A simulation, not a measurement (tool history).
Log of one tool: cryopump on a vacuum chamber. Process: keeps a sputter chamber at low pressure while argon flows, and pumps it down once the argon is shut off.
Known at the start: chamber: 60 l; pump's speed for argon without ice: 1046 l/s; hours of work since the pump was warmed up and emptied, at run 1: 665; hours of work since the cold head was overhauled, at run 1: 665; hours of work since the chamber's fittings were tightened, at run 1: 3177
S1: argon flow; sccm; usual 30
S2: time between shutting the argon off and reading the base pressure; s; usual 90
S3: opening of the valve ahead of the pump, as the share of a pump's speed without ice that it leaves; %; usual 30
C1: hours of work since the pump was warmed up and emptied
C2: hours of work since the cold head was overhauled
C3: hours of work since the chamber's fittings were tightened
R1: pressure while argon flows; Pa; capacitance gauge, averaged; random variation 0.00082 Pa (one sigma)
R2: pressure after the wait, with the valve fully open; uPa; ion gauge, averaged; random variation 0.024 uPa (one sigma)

run	hour	S1	S2	S3	C1	C2	C3	R1	R2
1	0	30	90	30	665	665	3177	0.1743	2.21
2	40.2	30	90	22	687	687	3199	0.2348	2.15
3	61.7	30	90	22	699	699	3210	0.2338	2.17
4	90.1	30	90	22	714	714	3226	0.2325	2.17
5	129	30	90	22	735	735	3246	0.2353	2.17
6	168.2	30	90	22	756	756	3267	0.236	2.18
7	201.1	45	90	30	773	773	3285	0.2666	2.23
8	225.4	30	240	30	787	787	3298	0.1774	1.84
9	249.5	30	240	30	799	799	3311	0.1762	1.87
10	277.4	30	90	30	814	814	3326	0.1776	2.29
11	303.7	30	174	30	829	829	3340	0.1787	2
12	333.1	30	90	22	844	844	3356	0.2378	2.34
13	352.5	30	90	22	855	855	3366	0.2387	2.3
14	388	30	90	22	874	874	3385	0.2375	2.37
15	417.9	30	90	22	890	890	3402	0.2395	2.36
16	453	30	90	22	909	909	3420	0.2397	2.38
17	478	30	90	22	922	922	3434	0.2409	2.37
18	500.4	30	90	22	934	934	3446	0.2399	2.41
19	536.2	29	51	24	953	953	3465	0.2155	2.92
20	565.9	29	51	24	969	969	3481	0.2141	2.88
21	590.9	17	85	24	983	983	3494	0.1251	2.53
22	616.2	17	85	24	996	996	3508	0.1268	2.52
23	649.9	17	85	24	1015	1015	3526	0.1274	2.53
24	668.2	48	104	43	1024	1024	3536	0.2176	2.46
25	696.2	25	86	26	1039	1039	3551	0.1748	2.5
26	722.1	27	34	34	1053	1053	3565	0.1498	3.55
27	760.5	56	20	30	1074	1074	3586	0.3448	4.56
28	781.5	56	20	30	1085	1085	3597	0.3472	4.72
# hour 793.7: leaking fittings of the chamber tightened, without venting
29	821.8	24	20	16	1106	1106	15	0.2617	3.2
30	854.8	17	20	56	1123	1123	33	0.0631	3.17
# hour 885.3: pump warmed up, emptied and cooled again
31	885.3	23	90	30	0	1137	46	0.125	0.9
32	917.6	24	75	18	17	1155	64	0.2159	1.02
33	942.2	24	75	18	31	1168	77	0.2176	1.07
34	963.4	55	242	24	42	1179	88	0.3725	0.6

Forecast each of these 3 alternatives for the next run:
A	980.4	15	285	30	51	1188	98	?	?
B	980.4	55	242	41	51	1188	98	?	?
C	980.4	27	37	36	51	1188	98	?	?

run	R1	R2
A	0.0818	0.54
B	0.2218	0.56
C	0.1234	1.79
Without the tool's hidden state the same runs would have given:
run	R1	R2
A	0.0809	0.48
B	0.2185	0.51
C	0.1218	1.73
